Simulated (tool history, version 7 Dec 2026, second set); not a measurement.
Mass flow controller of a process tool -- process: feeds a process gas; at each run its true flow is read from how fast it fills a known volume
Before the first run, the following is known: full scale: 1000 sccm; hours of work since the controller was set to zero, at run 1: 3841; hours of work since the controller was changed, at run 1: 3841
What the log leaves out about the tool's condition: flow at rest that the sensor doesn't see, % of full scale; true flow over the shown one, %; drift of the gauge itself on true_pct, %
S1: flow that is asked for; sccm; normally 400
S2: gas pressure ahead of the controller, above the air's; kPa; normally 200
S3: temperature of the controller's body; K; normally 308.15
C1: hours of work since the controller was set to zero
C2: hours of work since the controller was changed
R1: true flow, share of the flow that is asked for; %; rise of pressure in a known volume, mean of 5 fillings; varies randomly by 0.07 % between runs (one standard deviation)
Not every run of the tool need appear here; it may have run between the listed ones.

{"run": 1, "day": 0.0, "S1": 400, "S2": 200, "S3": 308.15, "C1": 3841, "C2": 3841, "R1": 97.18}
{"run": 2, "day": 9.312, "S1": 400, "S2": 200, "S3": 308.15, "C1": 3976, "C2": 3976, "R1": 97.11}
{"run": 3, "day": 18.525, "S1": 400, "S2": 209, "S3": 308.15, "C1": 4110, "C2": 4110, "R1": 96.91}
{"run": 4, "day": 23.196, "S1": 400, "S2": 209, "S3": 308.15, "C1": 4178, "C2": 4178, "R1": 96.96}
{"run": 5, "day": 32.288, "S1": 400, "S2": 200, "S3": 308.15, "C1": 4310, "C2": 4310, "R1": 96.93}
{"run": 6, "day": 36.325, "S1": 400, "S2": 200, "S3": 308.15, "C1": 4368, "C2": 4368, "R1": 96.99}
{"run": 7, "day": 42.462, "S1": 400, "S2": 200, "S3": 308.15, "C1": 4457, "C2": 4457, "R1": 96.92}
{"run": 8, "day": 47.733, "S1": 400, "S2": 200, "S3": 308.15, "C1": 4534, "C2": 4534, "R1": 96.86}
{"run": 9, "day": 55.471, "S1": 400, "S2": 200, "S3": 308.15, "C1": 4646, "C2": 4646, "R1": 96.64}
{"run": 10, "day": 63.096, "S1": 400, "S2": 200, "S3": 308.15, "C1": 4757, "C2": 4757, "R1": 96.76}
{"run": 11, "day": 67.983, "S1": 400, "S2": 200, "S3": 308.15, "C1": 4828, "C2": 4828, "R1": 96.67}
{"run": 12, "day": 74.358, "S1": 222, "S2": 174, "S3": 298.15, "C1": 4920, "C2": 4920, "R1": 94.52}
{"run": 13, "day": 80.683, "S1": 221, "S2": 200, "S3": 296.15, "C1": 5012, "C2": 5012, "R1": 94.43}
{"run": 14, "day": 84.717, "S1": 221, "S2": 200, "S3": 296.15, "C1": 5071, "C2": 5071, "R1": 94.26}
{"run": 15, "day": 94.133, "S1": 506, "S2": 170, "S3": 299.15, "C1": 5207, "C2": 5207, "R1": 96.9}
{"run": 16, "day": 98.871, "S1": 903, "S2": 146, "S3": 312.15, "C1": 5276, "C2": 5276, "R1": 98.47}
{"run": 17, "day": 107.296, "S1": 903, "S2": 146, "S3": 312.15, "C1": 5398, "C2": 5398, "R1": 98.59}
{"run": 18, "day": 111.8, "S1": 903, "S2": 146, "S3": 312.15, "C1": 5464, "C2": 5464, "R1": 98.64}
{"run": 19, "day": 117.038, "S1": 183, "S2": 163, "S3": 303.15, "C1": 5540, "C2": 5540, "R1": 93.4}
{"run": 20, "day": 125.658, "S1": 400, "S2": 203, "S3": 308.15, "C1": 5665, "C2": 5665, "R1": 96.2}
{"run": 21, "day": 131.033, "S1": 400, "S2": 203, "S3": 308.15, "C1": 5743, "C2": 5743, "R1": 96.3}
{"run": 22, "day": 138.925, "S1": 732, "S2": 185, "S3": 298.15, "C1": 5857, "C2": 5857, "R1": 97.61}

Alternative continuations, all from the tool just after run 22; predict every row:
{"run": "A", "day": 145.942, "S1": 170, "S2": 191, "S3": 308.15, "C1": 5959, "C2": 5959, "R1": "?"}
{"run": "B", "day": 145.942, "S1": 137, "S2": 200, "S3": 308.15, "C1": 5959, "C2": 5959, "R1": "?"}
{"run": "C", "day": 145.942, "S1": 709, "S2": 226, "S3": 298.15, "C1": 5959, "C2": 5959, "R1": "?"}
{"run": "D", "day": 145.942, "S1": 671, "S2": 193, "S3": 301.15, "C1": 5959, "C2": 5959, "R1": "?"}
{"run": "E", "day": 145.942, "S1": 210, "S2": 180, "S3": 301.15, "C1": 5959, "C2": 5959, "R1": "?"}

run=A R1=92.71
run=B R1=91.41
run=C R1=97.27
run=D R1=97.39
run=E R1=93.63
Stripped of hidden state, with their random variation kept, the same runs would have yielded:
run=A R1=98.88
run=B R1=98.86
run=C R1=99.41
run=D R1=99.61
run=E R1=98.79
